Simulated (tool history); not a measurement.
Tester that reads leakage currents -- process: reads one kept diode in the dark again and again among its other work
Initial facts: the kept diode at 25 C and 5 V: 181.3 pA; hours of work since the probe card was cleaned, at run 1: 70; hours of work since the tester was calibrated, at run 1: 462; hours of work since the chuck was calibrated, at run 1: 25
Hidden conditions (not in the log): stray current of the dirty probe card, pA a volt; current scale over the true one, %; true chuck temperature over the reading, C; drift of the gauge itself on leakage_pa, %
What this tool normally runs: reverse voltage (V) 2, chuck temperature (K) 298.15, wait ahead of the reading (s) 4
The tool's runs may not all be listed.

run	hour	reverse voltage (V)	chuck temperature (K)	wait ahead of the reading (s)	hours of work since the probe card was cleaned	hours of work since the tester was calibrated	hours of work since the chuck was calibrated	current that the tester gives (pA)
1	0	2	298.15	4	70	462	25	129.78
2	39.8	2	298.15	4	92	485	48	130.15
3	66.3	2	298.15	4	107	500	63	130.35
4	101.5	2	298.15	4	127	520	83	130.22
5	136.8	2	298.15	4.03	147	540	103	131.23
6	175.1	2.39	298.15	4.03	169	561	125	141.12
7	196.2	2.39	298.15	4.03	181	573	137	141.06
8	223.6	2.39	298.15	4.03	197	589	152	141.34
9	255.9	2	298.15	0.6	215	607	171	133.31
10	289.2	2	298.15	4	234	626	190	134.06
11	307.3	2	298.15	4	244	637	200	133.58
12	338.3	16.64	295.15	5.52	262	654	218	221.01
13	369.1	16.64	295.15	5.52	279	672	235	220.73
14	402.7	11.17	295.15	5.52	299	691	254	191.86
15	425	11.17	295.15	5.52	311	703	267	192.05
16	455.3	2.72	293.15	4	328	721	284	93.6
17	472.3	2.03	298.15	3.6	338	730	294	136.69
18	509.8	5.91	310.15	0.98	359	752	315	623.19
19	534.9	2	298.15	0.71	374	766	329	137.11

Selected run-to-run steps in current that the tester gives (pA), each split into two signed amounts: the part the tool would show with no hidden state at all (from settings, incoming material and random variation), and the remainder, which goes to the hidden state together with any gauge scatter not common to the measured and the hidden-state-free results:
Run 17 -> 18: reverse voltage (V) 2.03 -> 5.91, chuck temperature (K) 298.15 -> 310.15, wait ahead of the reading (s) 3.6 -> 0.98. current that the tester gives (pA) +486.5: hidden state +24.27, all else +462.23.
